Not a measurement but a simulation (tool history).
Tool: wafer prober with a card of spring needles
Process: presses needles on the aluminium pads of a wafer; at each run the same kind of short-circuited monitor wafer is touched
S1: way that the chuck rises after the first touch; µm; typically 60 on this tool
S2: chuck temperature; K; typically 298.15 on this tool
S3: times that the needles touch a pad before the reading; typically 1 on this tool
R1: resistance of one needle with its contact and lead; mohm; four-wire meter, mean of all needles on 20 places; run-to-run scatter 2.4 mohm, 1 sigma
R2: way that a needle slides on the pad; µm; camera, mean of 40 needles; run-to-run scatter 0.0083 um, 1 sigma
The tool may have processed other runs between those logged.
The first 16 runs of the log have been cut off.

run   hour  S1      S2  S3   R1      R2
     184.8  -- tips cleaned on abrasive film
 17  185.0  60  298.15   1  260  12.652
 18  199.6  60  381.15   1  293  12.646
     207.5  -- tips cleaned on abrasive film
 19  208.5  60  381.15   1  291  12.617
 20  221.8  60  381.15   1  293  12.619
     229.7  -- tips cleaned on abrasive film
 21  230.1  71  379.15   1  291  14.909
 22  241.3  60  311.15   2  268  12.601
     251.5  -- tips cleaned on abrasive film
 23  254.3  52  387.15   2  303  10.901
 24  263.9  74  321.15   3  272  15.518
     272.8  -- tips cleaned on abrasive film
 25  277.6  58  298.15   1  273  12.154
 26  289.7  61  305.15   2  272  12.776
     294.1  -- tips cleaned on abrasive film
 27  304.5  61  305.15   2  270  12.771
     309.7  -- height of the first contact set anew
     316.5  -- tips cleaned on abrasive film
 28  317.6  61  305.15   2  269  12.754
 29  334.5  66  326.15   1  277  13.786
     337.9  -- tips cleaned on abrasive film
 30  347.8  60  326.15   2  278  12.522
     359.6  -- tips cleaned on abrasive film
 31  364.6  60  326.15   1  280  12.498
 32  372.7  44  298.15   2  276   9.181
 33  380.5  41  318.15   2  284   8.554
     381.6  -- tips cleaned on abrasive film
 34  389.1  63  308.15   2  270  13.117

Predict each of these 3 candidate next runs independently; none follows another, all start after run 34:
  A  399.8  63  319.15   2   ?   ?
  B  399.8  53  313.15   2   ?   ?
  C  399.8  72  326.15   2   ?   ?

run   R1      R2
  A  272  13.100
  B  278  11.035
  C  273  14.973
Stripped of hidden state, with their random variation kept, the same runs would have yielded:
run   R1      R2
  A  272  13.427
  B  278  11.310
  C  273  15.347
